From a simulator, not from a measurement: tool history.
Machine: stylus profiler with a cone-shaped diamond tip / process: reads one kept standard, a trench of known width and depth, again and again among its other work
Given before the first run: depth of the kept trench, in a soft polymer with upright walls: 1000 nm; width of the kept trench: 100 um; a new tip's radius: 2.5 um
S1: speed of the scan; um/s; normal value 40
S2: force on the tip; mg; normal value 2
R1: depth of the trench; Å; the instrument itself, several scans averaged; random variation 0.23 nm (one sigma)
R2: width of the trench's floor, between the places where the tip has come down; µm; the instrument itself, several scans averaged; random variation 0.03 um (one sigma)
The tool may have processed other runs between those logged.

run 1 hour=0 | S1=40 S2=2 | R1=10118.1 R2=95.78
run 2 hour=32.8 | S1=40 S2=2 | R1=10122.7 R2=95.83
run 3 hour=58.9 | S1=40 S2=2 | R1=10119.3 R2=95.83
run 4 hour=98.2 | S1=40 S2=2 | R1=10123.1 R2=95.82
run 5 hour=146.4 | S1=40 S2=2 | R1=10122.4 R2=95.83
run 6 hour=194.5 | S1=40 S2=4.32 | R1=10200.6 R2=95.94
run 7 hour=231.3 | S1=40 S2=3.01 | R1=10156.2 R2=95.85
run 8 hour=258.4 | S1=39 S2=2 | R1=10120.6 R2=95.81
run 9 hour=294.8 | S1=39 S2=2 | R1=10118.4 R2=95.87
run 10 hour=327.2 | S1=12 S2=2 | R1=10118.6 R2=95.98
run 11 hour=352.5 | S1=38 S2=3.27 | R1=10166.4 R2=95.83
run 12 hour=400 | S1=14 S2=1.58 | R1=10103.9 R2=95.97
run 13 hour=432.3 | S1=11 S2=1.34 | R1=10092.8 R2=95.95
run 14 hour=469.2 | S1=40 S2=0.83 | R1=10066.3 R2=95.73
run 15 hour=515.7 | S1=40 S2=0.83 | R1=10068.2 R2=95.76

4 ways to go on from here, each from the tool as it stands after run 15. What would each give?
run A hour=539.2 | S1=92 S2=4.12 | R1=? R2=?
run B hour=539.2 | S1=64 S2=1.41 | R1=? R2=?
run C hour=539.2 | S1=40 S2=0.67 | R1=? R2=?
run D hour=539.2 | S1=121 S2=0.83 | R1=? R2=?

run=A R1=10196 R2=95.71
run=B R1=10093.5 R2=95.68
run=C R1=10060.2 R2=95.76
run=D R1=10068.1 R2=95.22
Had the tool no hidden state, the same runs would have come out as:
run=A R1=10195.9 R2=95.71
run=B R1=10093.4 R2=95.68
run=C R1=10060 R2=95.77
run=D R1=10068 R2=95.22
